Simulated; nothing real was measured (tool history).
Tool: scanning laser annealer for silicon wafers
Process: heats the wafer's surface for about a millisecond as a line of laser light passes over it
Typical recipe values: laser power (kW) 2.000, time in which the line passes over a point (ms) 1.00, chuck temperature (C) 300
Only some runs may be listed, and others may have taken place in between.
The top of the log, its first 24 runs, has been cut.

run,day,laser power (kW),time in which the line passes over a point (ms),chuck temperature (C),highest temperature of the surface (C)
25,8.529,2.199,0.71,330,1105
26,8.871,2.000,1.00,276,1087
27,9.212,2.000,1.00,276,1087
28,9.662,1.945,0.98,283,1064
29,10.079,1.725,1.18,300,1057
30,10.475,1.782,1.18,300,1074
31,10.738,1.782,1.18,300,1078
32,11.196,1.782,1.18,300,1078
33,11.621,1.782,1.18,300,1081
34,12.079,1.743,1.19,266,1031

Predict the results of run 35:
35,12.354,2.001,1.19,284,?

{"run 35": {"highest temperature of the surface (C)": 1164}}
Without the tool's hidden state the same run would have given highest temperature of the surface (C) 1166.

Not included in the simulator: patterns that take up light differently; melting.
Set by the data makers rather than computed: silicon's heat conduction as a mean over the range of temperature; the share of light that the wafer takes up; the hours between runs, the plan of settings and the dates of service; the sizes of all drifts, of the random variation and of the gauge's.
